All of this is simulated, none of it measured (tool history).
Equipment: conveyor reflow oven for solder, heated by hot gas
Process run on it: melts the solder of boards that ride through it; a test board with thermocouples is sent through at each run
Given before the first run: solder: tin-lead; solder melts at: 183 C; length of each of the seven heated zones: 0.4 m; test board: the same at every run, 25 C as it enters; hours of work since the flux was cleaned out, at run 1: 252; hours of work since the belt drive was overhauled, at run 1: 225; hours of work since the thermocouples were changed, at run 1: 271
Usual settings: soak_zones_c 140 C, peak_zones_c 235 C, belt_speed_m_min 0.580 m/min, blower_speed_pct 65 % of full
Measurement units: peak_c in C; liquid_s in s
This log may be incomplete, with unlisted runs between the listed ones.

run	hour	soak_zones_c	peak_zones_c	belt_speed_m_min	blower_speed_pct	hours of work since the flux was cleaned out	hours of work since the belt drive was overhauled	hours of work since the thermocouples were changed	peak_c	liquid_s
1	0.0	140	235	0.580	65	252	225	271	219.5	63.9
2	9.5	140	235	0.580	65	257	231	277	219.0	64.1
3	20.8	140	235	0.580	65	264	238	284	218.8	65.2
4	27.2	140	235	0.580	65	268	242	288	219.2	64.1
5	34.2	140	235	0.580	65	273	246	293	218.7	63.0
6	40.4	137	235	0.580	65	277	250	296	218.2	62.6
7	49.9	137	235	0.580	65	283	256	302	218.0	62.2
8	61.2	137	243	0.580	65	290	263	309	225.2	67.2
9	69.4	137	243	0.580	65	295	268	314	225.7	67.9
10	80.0	140	235	0.580	83	301	275	321	222.6	68.0
11	86.9	140	234	0.580	65	305	279	325	218.5	63.4
12	94.5	140	234	0.580	65	310	284	330	217.6	63.9
13	100.2	140	234	0.580	65	314	287	334	218.1	64.3
14	109.4	151	235	0.580	65	320	293	339	220.1	71.1
15	115.7	151	235	0.580	65	323	297	343	221.3	70.4
16	120.7	151	235	0.580	65	327	300	346	220.8	70.0
17	132.6	140	228	0.566	65	334	307	354	213.0	61.1
18	137.7	140	228	0.566	65	337	310	357	214.0	61.2
19	149.0	140	235	0.485	65	344	317	364	223.2	82.0
# hour 160.9: flux residue cleaned out of gas plates and filters
20	162.8	146	236	0.560	70	1	323	369	223.5	72.4
21	173.2	128	235	0.580	65	8	329	376	217.1	59.4
22	183.9	128	235	0.580	65	14	336	383	217.8	59.8
23	194.9	131	235	0.677	53	21	343	389	207.2	41.9
24	203.4	131	235	0.633	89	26	348	395	220.4	56.8
25	215.0	140	235	0.529	75	34	355	402	224.4	74.4
26	223.6	126	235	0.469	65	39	361	407	222.8	79.2
27	230.6	126	229	0.469	65	43	365	412	217.6	74.3
28	242.5	138	229	0.574	76	51	372	419	216.4	64.1
29	254.4	140	227	0.588	65	58	380	426	211.8	57.6
30	266.0	142	238	0.550	52	65	387	433	219.9	69.8
31	273.4	135	242	0.662	66	70	392	438	219.8	54.7
32	284.8	151	235	0.661	65	77	399	445	217.4	59.4

Each row is a separate what-if for the run after 32, all from the same tool condition, not one after another. Results?
A	290.9	140	241	0.506	57	81	402	449	?	?
B	290.9	140	235	0.700	65	81	402	449	?	?
C	290.9	148	235	0.580	65	81	402	449	?	?

run	peak_c	liquid_s
A	226.3	79.1
B	212.8	48.4
C	220.3	67.8
Without the tool's hidden state the same runs would have given:
run	peak_c	liquid_s
A	226.4	79.2
B	212.9	48.5
C	220.4	67.9

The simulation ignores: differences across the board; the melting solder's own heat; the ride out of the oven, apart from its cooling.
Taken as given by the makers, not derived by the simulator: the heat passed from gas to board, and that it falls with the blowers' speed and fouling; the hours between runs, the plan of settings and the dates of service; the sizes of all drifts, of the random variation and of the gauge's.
